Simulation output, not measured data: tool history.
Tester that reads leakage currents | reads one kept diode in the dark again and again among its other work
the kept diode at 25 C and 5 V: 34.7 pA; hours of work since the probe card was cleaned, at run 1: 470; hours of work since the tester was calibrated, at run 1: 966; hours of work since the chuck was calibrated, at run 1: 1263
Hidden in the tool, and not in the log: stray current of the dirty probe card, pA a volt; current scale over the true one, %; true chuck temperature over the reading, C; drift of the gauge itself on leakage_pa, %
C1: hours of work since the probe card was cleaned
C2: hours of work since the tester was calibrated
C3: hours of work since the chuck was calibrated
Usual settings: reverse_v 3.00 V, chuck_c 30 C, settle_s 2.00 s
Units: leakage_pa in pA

{"run": 1, "hour": 0.0, "reverse_v": 3.0, "chuck_c": 30, "settle_s": 2.0, "C1": 470, "C2": 966, "C3": 1263, "leakage_pa": 40.81}
{"run": 2, "hour": 77.3, "reverse_v": 3.0, "chuck_c": 30, "settle_s": 2.0, "C1": 503, "C2": 999, "C3": 1296, "leakage_pa": 40.87}
{"run": 3, "hour": 148.8, "reverse_v": 3.0, "chuck_c": 43, "settle_s": 2.0, "C1": 534, "C2": 1029, "C3": 1327, "leakage_pa": 107.66}
{"run": 4, "hour": 187.7, "reverse_v": 3.0, "chuck_c": 30, "settle_s": 1.5, "C1": 551, "C2": 1046, "C3": 1344, "leakage_pa": 40.96}
{"run": 5, "hour": 230.1, "reverse_v": 3.0, "chuck_c": 30, "settle_s": 1.5, "C1": 569, "C2": 1064, "C3": 1362, "leakage_pa": 40.96}
{"run": 6, "hour": 268.1, "reverse_v": 3.0, "chuck_c": 30, "settle_s": 1.5, "C1": 585, "C2": 1081, "C3": 1378, "leakage_pa": 41.17}
{"run": 7, "hour": 325.3, "reverse_v": 3.0, "chuck_c": 30, "settle_s": 1.5, "C1": 610, "C2": 1105, "C3": 1403, "leakage_pa": 41.3}
{"run": 8, "hour": 396.7, "reverse_v": 3.0, "chuck_c": 30, "settle_s": 1.5, "C1": 640, "C2": 1136, "C3": 1434, "leakage_pa": 41.41}
{"run": 9, "hour": 446.4, "reverse_v": 3.0, "chuck_c": 30, "settle_s": 1.5, "C1": 662, "C2": 1157, "C3": 1455, "leakage_pa": 41.5}
{"run": 10, "hour": 525.5, "reverse_v": 3.0, "chuck_c": 30, "settle_s": 3.18, "C1": 696, "C2": 1191, "C3": 1489, "leakage_pa": 41.29}
{"run": 11, "hour": 603.2, "reverse_v": 3.0, "chuck_c": 36, "settle_s": 3.18, "C1": 729, "C2": 1225, "C3": 1522, "leakage_pa": 64.36}
{"run": 12, "hour": 661.7, "reverse_v": 3.0, "chuck_c": 36, "settle_s": 3.18, "C1": 754, "C2": 1250, "C3": 1547, "leakage_pa": 64.73}
{"run": 13, "hour": 728.3, "reverse_v": 3.0, "chuck_c": 36, "settle_s": 1.61, "C1": 783, "C2": 1279, "C3": 1576, "leakage_pa": 64.84}
{"run": 14, "hour": 788.1, "reverse_v": 3.0, "chuck_c": 36, "settle_s": 1.61, "C1": 809, "C2": 1304, "C3": 1602, "leakage_pa": 65.07}
{"run": 15, "hour": 834.6, "reverse_v": 3.0, "chuck_c": 36, "settle_s": 1.61, "C1": 829, "C2": 1324, "C3": 1622, "leakage_pa": 65.13}
{"hour": 877.8, "done": "chuck's temperature calibrated"}
{"run": 16, "hour": 884.9, "reverse_v": 3.0, "chuck_c": 36, "settle_s": 1.61, "C1": 849, "C2": 1345, "C3": 3, "leakage_pa": 68.87}
{"run": 17, "hour": 962.4, "reverse_v": 3.0, "chuck_c": 36, "settle_s": 1.61, "C1": 883, "C2": 1378, "C3": 36, "leakage_pa": 69.31}
{"run": 18, "hour": 1004.1, "reverse_v": 3.0, "chuck_c": 30, "settle_s": 2.0, "C1": 901, "C2": 1396, "C3": 54, "leakage_pa": 44.84}
{"hour": 1014.2, "done": "tester calibrated"}
{"run": 19, "hour": 1073.0, "reverse_v": 3.0, "chuck_c": 30, "settle_s": 1.72, "C1": 929, "C2": 25, "C3": 83, "leakage_pa": 45.05}
{"run": 20, "hour": 1133.0, "reverse_v": 3.0, "chuck_c": 30, "settle_s": 2.0, "C1": 955, "C2": 51, "C3": 109, "leakage_pa": 45.18}
{"run": 21, "hour": 1216.8, "reverse_v": 3.0, "chuck_c": 57, "settle_s": 2.0, "C1": 991, "C2": 87, "C3": 145, "leakage_pa": 301.16}
{"hour": 1284.3, "done": "probe card cleaned and baked"}
{"run": 22, "hour": 1299.2, "reverse_v": 3.0, "chuck_c": 57, "settle_s": 2.0, "C1": 6, "C2": 121, "C3": 179, "leakage_pa": 296.37}
{"hour": 1351.0, "done": "tester calibrated, once more"}
{"run": 23, "hour": 1377.1, "reverse_v": 3.0, "chuck_c": 57, "settle_s": 2.0, "C1": 39, "C2": 11, "C3": 212, "leakage_pa": 299.11}
{"run": 24, "hour": 1423.6, "reverse_v": 3.0, "chuck_c": 57, "settle_s": 2.0, "C1": 59, "C2": 31, "C3": 232, "leakage_pa": 296.61}
{"run": 25, "hour": 1495.3, "reverse_v": 2.23, "chuck_c": 57, "settle_s": 0.98, "C1": 90, "C2": 62, "C3": 262, "leakage_pa": 254.05}
{"run": 26, "hour": 1560.6, "reverse_v": 3.21, "chuck_c": 24, "settle_s": 6.86, "C1": 118, "C2": 90, "C3": 290, "leakage_pa": 25.44}
{"run": 27, "hour": 1614.8, "reverse_v": 3.21, "chuck_c": 24, "settle_s": 6.86, "C1": 141, "C2": 113, "C3": 314, "leakage_pa": 25.61}
{"run": 28, "hour": 1688.3, "reverse_v": 14.18, "chuck_c": 41, "settle_s": 0.35, "C1": 173, "C2": 145, "C3": 345, "leakage_pa": 230.98}
{"run": 29, "hour": 1749.9, "reverse_v": 14.18, "chuck_c": 41, "settle_s": 0.35, "C1": 199, "C2": 171, "C3": 372, "leakage_pa": 230.62}
{"run": 30, "hour": 1833.1, "reverse_v": 2.37, "chuck_c": 57, "settle_s": 0.35, "C1": 235, "C2": 207, "C3": 408, "leakage_pa": 261.56}
{"run": 31, "hour": 1904.4, "reverse_v": 18.04, "chuck_c": 30, "settle_s": 0.73, "C1": 266, "C2": 238, "C3": 438, "leakage_pa": 118.39}
{"run": 32, "hour": 1965.3, "reverse_v": 10.71, "chuck_c": 33, "settle_s": 0.98, "C1": 292, "C2": 264, "C3": 464, "leakage_pa": 107.78}
{"run": 33, "hour": 2017.5, "reverse_v": 3.0, "chuck_c": 38, "settle_s": 2.0, "C1": 314, "C2": 286, "C3": 487, "leakage_pa": 75.27}
{"run": 34, "hour": 2102.8, "reverse_v": 3.0, "chuck_c": 38, "settle_s": 2.0, "C1": 351, "C2": 323, "C3": 523, "leakage_pa": 74.85}
{"run": 35, "hour": 2143.8, "reverse_v": 3.0, "chuck_c": 38, "settle_s": 0.61, "C1": 369, "C2": 341, "C3": 541, "leakage_pa": 76.41}
{"run": 36, "hour": 2221.5, "reverse_v": 3.0, "chuck_c": 20, "settle_s": 0.37, "C1": 402, "C2": 374, "C3": 574, "leakage_pa": 20.86}
{"run": 37, "hour": 2273.3, "reverse_v": 3.0, "chuck_c": 47, "settle_s": 2.0, "C1": 424, "C2": 396, "C3": 597, "leakage_pa": 146.52}
{"run": 38, "hour": 2312.4, "reverse_v": 3.0, "chuck_c": 47, "settle_s": 2.0, "C1": 441, "C2": 413, "C3": 613, "leakage_pa": 145.84}
{"run": 39, "hour": 2357.0, "reverse_v": 3.0, "chuck_c": 34, "settle_s": 0.67, "C1": 460, "C2": 432, "C3": 633, "leakage_pa": 56.81}

5 ways to go on from here, each from the tool as it stands after run 39. What would each give?
{"run": "A", "hour": 2403.5, "reverse_v": 3.0, "chuck_c": 28, "settle_s": 0.67, "C1": 480, "C2": 452, "C3": 653, "leakage_pa": "?"}
{"run": "B", "hour": 2403.5, "reverse_v": 3.0, "chuck_c": 34, "settle_s": 1.92, "C1": 480, "C2": 452, "C3": 653, "leakage_pa": "?"}
{"run": "C", "hour": 2403.5, "reverse_v": 3.74, "chuck_c": 57, "settle_s": 1.14, "C1": 480, "C2": 452, "C3": 653, "leakage_pa": "?"}
{"run": "D", "hour": 2403.5, "reverse_v": 2.64, "chuck_c": 30, "settle_s": 4.27, "C1": 480, "C2": 452, "C3": 653, "leakage_pa": "?"}
{"run": "E", "hour": 2403.5, "reverse_v": 1.23, "chuck_c": 41, "settle_s": 1.56, "C1": 480, "C2": 452, "C3": 653, "leakage_pa": "?"}

run=A leakage_pa=36.56
run=B leakage_pa=56.55
run=C leakage_pa=334.37
run=D leakage_pa=38.33
run=E leakage_pa=57.27
Without the tool's hidden state the same runs would have given:
run=A leakage_pa=34.90
run=B leakage_pa=55.60
run=C leakage_pa=341.38
run=D leakage_pa=37.13
run=E leakage_pa=58.07

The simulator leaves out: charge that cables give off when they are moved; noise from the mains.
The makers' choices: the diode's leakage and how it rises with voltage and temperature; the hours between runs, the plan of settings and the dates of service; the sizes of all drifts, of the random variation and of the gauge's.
